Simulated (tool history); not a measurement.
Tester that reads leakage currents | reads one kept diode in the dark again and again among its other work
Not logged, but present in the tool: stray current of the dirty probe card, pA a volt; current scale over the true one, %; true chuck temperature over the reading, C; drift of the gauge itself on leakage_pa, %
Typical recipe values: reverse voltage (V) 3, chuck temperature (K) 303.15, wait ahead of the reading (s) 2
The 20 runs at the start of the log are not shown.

run	hour	reverse voltage (V)	chuck temperature (K)	wait ahead of the reading (s)	hours of work since the probe card was cleaned	hours of work since the tester was calibrated	hours of work since the chuck was calibrated	current that the tester gives (pA)
# hour 1743.1: probe card cleaned and baked, once more
21	1829.9	3	303.15	2	50	2386	1185	121.99
22	1920.6	3	308.15	2	103	2439	1238	191.92
23	1992.9	9.22	295.15	0.66	144	2480	1279	87.37
24	2123.7	9.22	296.15	0.66	220	2556	1355	95.8
25	2192.1	1.05	315.15	0.66	260	2595	1395	248.65
26	2246.2	1.05	315.15	4.98	291	2627	1426	248.05
27	2353.3	1.05	315.15	4.49	353	2689	1488	246.73
28	2454.4	14.17	331.15	1.31	411	2747	1546	2200.92
29	2525.7	9.01	295.15	0.92	452	2788	1587	88.43
30	2611.3	13.66	302.15	2	502	2838	1637	193.53
31	2706.7	13.66	302.15	2	557	2893	1692	193.28
32	2828.4	1.63	304.15	0.39	627	2963	1762	106.81
33	2914.9	6.4	324.15	2.19	677	3013	1812	948.88
34	3037.7	6.4	324.15	2.19	748	3084	1883	951.33
35	3133.2	3	303.15	0.86	804	3140	1939	121.23
36	3239.9	3.87	304.15	2.14	865	3201	2000	145.04
37	3297.4	5.79	305.15	1.04	899	3234	2034	183.72
38	3357.1	5.79	305.15	1.04	933	3269	2068	183.39
39	3418.2	5.79	305.15	1.04	968	3304	2103	185.16

Consider 4 possible next runs. They are alternatives, not a sequence: every one starts from the tool as it was left by run 39. What does each give?
A	3510.8	2.84	303.15	1.35	1022	3358	2157	?
B	3510.8	5.79	304.15	1.04	1022	3358	2157	?
C	3510.8	1.95	319.15	0.61	1022	3358	2157	?
D	3510.8	2.96	293.15	0.64	1022	3358	2157	?

run	current that the tester gives (pA)
A	117.62
B	169.41
C	417.44
D	49.58
Without the tool's hidden state the same runs would have given:
run	current that the tester gives (pA)
A	124.37
B	175.73
C	450.94
D	49.51
